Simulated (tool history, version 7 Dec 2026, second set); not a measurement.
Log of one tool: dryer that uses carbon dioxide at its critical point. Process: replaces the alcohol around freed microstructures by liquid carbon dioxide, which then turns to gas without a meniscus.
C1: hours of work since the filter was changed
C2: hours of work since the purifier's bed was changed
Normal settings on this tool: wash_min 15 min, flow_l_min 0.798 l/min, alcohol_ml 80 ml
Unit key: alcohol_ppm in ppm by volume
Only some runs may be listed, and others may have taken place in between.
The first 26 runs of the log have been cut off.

run 27 hour=857.4 | wash_min=15 flow_l_min=0.719 alcohol_ml=90 | C1=54 C2=283 | alcohol_ppm=343
run 28 hour=884.4 | wash_min=19 flow_l_min=0.806 alcohol_ml=37 | C1=66 C2=295 | alcohol_ppm=37
run 29 hour=914.3 | wash_min=14 flow_l_min=0.551 alcohol_ml=37 | C1=80 C2=308 | alcohol_ppm=567
run 30 hour=960.8 | wash_min=14 flow_l_min=0.551 alcohol_ml=37 | C1=101 C2=329 | alcohol_ppm=613
run 31 hour=995.1 | wash_min=15 flow_l_min=0.798 alcohol_ml=72 | C1=116 C2=344 | alcohol_ppm=230
run 32 hour=1038.6 | wash_min=15 flow_l_min=0.57 alcohol_ml=56 | C1=135 C2=364 | alcohol_ppm=731
run 33 hour=1067.8 | wash_min=15 flow_l_min=0.57 alcohol_ml=56 | C1=148 C2=377 | alcohol_ppm=771
run 34 hour=1106.5 | wash_min=11 flow_l_min=0.798 alcohol_ml=63 | C1=166 C2=394 | alcohol_ppm=859
run 35 hour=1134.7 | wash_min=10 flow_l_min=0.776 alcohol_ml=63 | C1=178 C2=407 | alcohol_ppm=1337
-- hour=1141.2 inlet filter changed
run 36 hour=1180.5 | wash_min=12 flow_l_min=0.914 alcohol_ml=80 | C1=18 C2=427 | alcohol_ppm=251
run 37 hour=1223.4 | wash_min=12 flow_l_min=0.914 alcohol_ml=80 | C1=37 C2=446 | alcohol_ppm=280
run 38 hour=1253.3 | wash_min=12 flow_l_min=0.914 alcohol_ml=80 | C1=50 C2=460 | alcohol_ppm=283
run 39 hour=1272.7 | wash_min=10 flow_l_min=0.765 alcohol_ml=98 | C1=59 C2=468 | alcohol_ppm=1495
run 40 hour=1305.1 | wash_min=10 flow_l_min=0.765 alcohol_ml=98 | C1=73 C2=483 | alcohol_ppm=1566
run 41 hour=1352.3 | wash_min=10 flow_l_min=0.765 alcohol_ml=98 | C1=95 C2=504 | alcohol_ppm=1653
run 42 hour=1384.7 | wash_min=15 flow_l_min=0.496 alcohol_ml=22 | C1=109 C2=518 | alcohol_ppm=430
run 43 hour=1428.8 | wash_min=15 flow_l_min=0.496 alcohol_ml=61 | C1=129 C2=538 | alcohol_ppm=1190
run 44 hour=1464.1 | wash_min=15 flow_l_min=0.496 alcohol_ml=61 | C1=145 C2=554 | alcohol_ppm=1267
run 45 hour=1507 | wash_min=15 flow_l_min=0.567 alcohol_ml=110 | C1=164 C2=573 | alcohol_ppm=1584
-- hour=1545.9 inlet filter changed
run 46 hour=1546.7 | wash_min=15 flow_l_min=1.134 alcohol_ml=74 | C1=0 C2=591 | alcohol_ppm=47

5 ways to go on from here, each from the tool as it stands after run 46. What would each give?
run A hour=1583.5 | wash_min=13 flow_l_min=0.692 alcohol_ml=53 | C1=17 C2=607 | alcohol_ppm=?
run B hour=1583.5 | wash_min=18 flow_l_min=1.134 alcohol_ml=74 | C1=17 C2=607 | alcohol_ppm=?
run C hour=1583.5 | wash_min=9 flow_l_min=1.134 alcohol_ml=37 | C1=17 C2=607 | alcohol_ppm=?
run D hour=1583.5 | wash_min=20 flow_l_min=1.303 alcohol_ml=80 | C1=17 C2=607 | alcohol_ppm=?
run E hour=1583.5 | wash_min=20 flow_l_min=1.134 alcohol_ml=74 | C1=17 C2=607 | alcohol_ppm=?

run=A alcohol_ppm=392
run=B alcohol_ppm=37
run=C alcohol_ppm=189
run=D alcohol_ppm=42
run=E alcohol_ppm=27
With the hidden condition removed and each run's random variation left untouched, the same runs would have given:
run=A alcohol_ppm=339
run=B alcohol_ppm=7
run=C alcohol_ppm=147
run=D alcohol_ppm=12
run=E alcohol_ppm=0
